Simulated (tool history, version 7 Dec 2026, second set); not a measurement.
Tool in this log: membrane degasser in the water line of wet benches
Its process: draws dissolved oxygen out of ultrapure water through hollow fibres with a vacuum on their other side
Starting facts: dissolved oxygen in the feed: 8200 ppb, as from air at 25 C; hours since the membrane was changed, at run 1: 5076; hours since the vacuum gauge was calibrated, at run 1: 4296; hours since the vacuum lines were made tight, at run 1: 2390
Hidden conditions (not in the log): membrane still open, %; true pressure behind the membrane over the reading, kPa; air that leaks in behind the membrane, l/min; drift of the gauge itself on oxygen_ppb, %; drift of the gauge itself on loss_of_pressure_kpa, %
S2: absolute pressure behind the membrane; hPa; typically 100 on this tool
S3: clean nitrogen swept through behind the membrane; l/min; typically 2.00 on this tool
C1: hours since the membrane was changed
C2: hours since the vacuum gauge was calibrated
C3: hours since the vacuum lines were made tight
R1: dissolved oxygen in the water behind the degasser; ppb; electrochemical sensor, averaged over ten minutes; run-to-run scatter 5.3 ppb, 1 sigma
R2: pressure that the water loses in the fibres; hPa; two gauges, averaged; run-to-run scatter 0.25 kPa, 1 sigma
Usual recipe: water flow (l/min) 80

{"run": 1, "hour": 0.0, "water flow (l/min)": 80, "S2": 100, "S3": 2.0, "C1": 5076, "C2": 4296, "C3": 2390, "R1": 557.3, "R2": 704.5}
{"run": 2, "hour": 152.0, "water flow (l/min)": 80, "S2": 100, "S3": 2.0, "C1": 5228, "C2": 4449, "C3": 2542, "R1": 556.7, "R2": 706.0}
{"run": 3, "hour": 231.6, "water flow (l/min)": 66, "S2": 100, "S3": 2.0, "C1": 5308, "C2": 4528, "C3": 2622, "R1": 465.5, "R2": 585.6}
{"run": 4, "hour": 344.6, "water flow (l/min)": 80, "S2": 100, "S3": 4.45, "C1": 5421, "C2": 4641, "C3": 2735, "R1": 296.9, "R2": 705.2}
{"run": 5, "hour": 429.6, "water flow (l/min)": 72, "S2": 100, "S3": 4.45, "C1": 5506, "C2": 4726, "C3": 2820, "R1": 271.0, "R2": 634.8}
{"run": 6, "hour": 569.5, "water flow (l/min)": 80, "S2": 100, "S3": 2.0, "C1": 5646, "C2": 4866, "C3": 2959, "R1": 565.7, "R2": 701.9}
{"run": 7, "hour": 660.2, "water flow (l/min)": 114, "S2": 100, "S3": 2.0, "C1": 5736, "C2": 4957, "C3": 3050, "R1": 769.5, "R2": 1008.2}
{"run": 8, "hour": 745.6, "water flow (l/min)": 114, "S2": 100, "S3": 2.0, "C1": 5822, "C2": 5042, "C3": 3136, "R1": 766.8, "R2": 1014.5}
{"run": 9, "hour": 807.0, "water flow (l/min)": 114, "S2": 100, "S3": 2.0, "C1": 5883, "C2": 5103, "C3": 3197, "R1": 753.2, "R2": 1007.4}
{"run": 10, "hour": 952.6, "water flow (l/min)": 114, "S2": 100, "S3": 2.0, "C1": 6029, "C2": 5249, "C3": 3343, "R1": 776.9, "R2": 1018.4}
{"run": 11, "hour": 1067.6, "water flow (l/min)": 114, "S2": 100, "S3": 2.0, "C1": 6144, "C2": 5364, "C3": 3458, "R1": 758.5, "R2": 1013.6}
{"hour": 1077.9, "done": "vacuum gauge calibrated"}
{"run": 12, "hour": 1166.9, "water flow (l/min)": 114, "S2": 100, "S3": 2.0, "C1": 6242, "C2": 89, "C3": 3556, "R1": 793.2, "R2": 1016.6}
{"run": 13, "hour": 1242.4, "water flow (l/min)": 80, "S2": 100, "S3": 2.0, "C1": 6318, "C2": 164, "C3": 3632, "R1": 566.4, "R2": 717.6}
{"run": 14, "hour": 1310.6, "water flow (l/min)": 80, "S2": 100, "S3": 2.0, "C1": 6386, "C2": 233, "C3": 3700, "R1": 577.8, "R2": 712.3}
{"run": 15, "hour": 1462.7, "water flow (l/min)": 80, "S2": 100, "S3": 0.93, "C1": 6538, "C2": 385, "C3": 3852, "R1": 945.8, "R2": 712.9}
{"run": 16, "hour": 1524.2, "water flow (l/min)": 80, "S2": 100, "S3": 0.93, "C1": 6600, "C2": 446, "C3": 3914, "R1": 962.4, "R2": 712.9}
{"run": 17, "hour": 1667.0, "water flow (l/min)": 80, "S2": 100, "S3": 0.93, "C1": 6743, "C2": 589, "C3": 4057, "R1": 970.3, "R2": 720.2}
{"run": 18, "hour": 1736.8, "water flow (l/min)": 88, "S2": 100, "S3": 1.0, "C1": 6812, "C2": 659, "C3": 4126, "R1": 986.2, "R2": 790.2}
{"hour": 1751.8, "done": "vacuum gauge calibrated, once more"}
{"run": 19, "hour": 1805.3, "water flow (l/min)": 88, "S2": 100, "S3": 1.0, "C1": 6880, "C2": 54, "C3": 4194, "R1": 921.8, "R2": 789.8}
{"run": 20, "hour": 1870.1, "water flow (l/min)": 80, "S2": 98, "S3": 4.7, "C1": 6945, "C2": 118, "C3": 4259, "R1": 270.5, "R2": 718.6}
{"run": 21, "hour": 1992.6, "water flow (l/min)": 80, "S2": 190, "S3": 1.28, "C1": 7068, "C2": 241, "C3": 4382, "R1": 1534.0, "R2": 726.3}
{"run": 22, "hour": 2101.8, "water flow (l/min)": 122, "S2": 100, "S3": 2.0, "C1": 7177, "C2": 350, "C3": 4491, "R1": 777.5, "R2": 1100.2}
{"run": 23, "hour": 2188.7, "water flow (l/min)": 102, "S2": 88, "S3": 2.0, "C1": 7264, "C2": 437, "C3": 4578, "R1": 563.7, "R2": 927.0}
{"run": 24, "hour": 2322.3, "water flow (l/min)": 57, "S2": 88, "S3": 1.11, "C1": 7397, "C2": 571, "C3": 4711, "R1": 517.2, "R2": 514.2}
{"run": 25, "hour": 2443.4, "water flow (l/min)": 57, "S2": 88, "S3": 1.11, "C1": 7519, "C2": 692, "C3": 4832, "R1": 523.6, "R2": 516.9}
{"run": 26, "hour": 2508.8, "water flow (l/min)": 57, "S2": 249, "S3": 2.19, "C1": 7584, "C2": 757, "C3": 4898, "R1": 1069.0, "R2": 517.8}
{"run": 27, "hour": 2575.1, "water flow (l/min)": 74, "S2": 82, "S3": 1.37, "C1": 7650, "C2": 823, "C3": 4964, "R1": 499.5, "R2": 673.7}
{"run": 28, "hour": 2681.2, "water flow (l/min)": 94, "S2": 94, "S3": 2.9, "C1": 7756, "C2": 929, "C3": 5070, "R1": 443.4, "R2": 853.7}
{"run": 29, "hour": 2824.2, "water flow (l/min)": 66, "S2": 100, "S3": 2.0, "C1": 7899, "C2": 1072, "C3": 5213, "R1": 451.7, "R2": 603.3}
{"run": 30, "hour": 2892.1, "water flow (l/min)": 97, "S2": 211, "S3": 1.62, "C1": 7967, "C2": 1140, "C3": 5281, "R1": 1677.4, "R2": 883.3}
{"run": 31, "hour": 2984.4, "water flow (l/min)": 109, "S2": 159, "S3": 1.62, "C1": 8060, "C2": 1233, "C3": 5373, "R1": 1392.9, "R2": 999.2}

Consider 3 possible next runs. They are alternatives, not a sequence: every one starts from the tool as it was left by run 31. What does each give?
{"run": "A", "hour": 3071.0, "water flow (l/min)": 120, "S2": 73, "S3": 1.41, "C1": 8146, "C2": 1319, "C3": 5460, "R1": "?", "R2": "?"}
{"run": "B", "hour": 3071.0, "water flow (l/min)": 87, "S2": 81, "S3": 3.91, "C1": 8146, "C2": 1319, "C3": 5460, "R1": "?", "R2": "?"}
{"run": "C", "hour": 3071.0, "water flow (l/min)": 57, "S2": 90, "S3": 3.09, "C1": 8146, "C2": 1319, "C3": 5460, "R1": "?", "R2": "?"}

run=A R1=639.2 R2=1097.3
run=B R1=272.9 R2=799.7
run=C R1=244.8 R2=518.2
Had the tool no hidden state, the same runs would have come out as:
run=A R1=599.1 R2=991.7
run=B R1=254.5 R2=722.9
run=C R1=237.8 R2=468.2
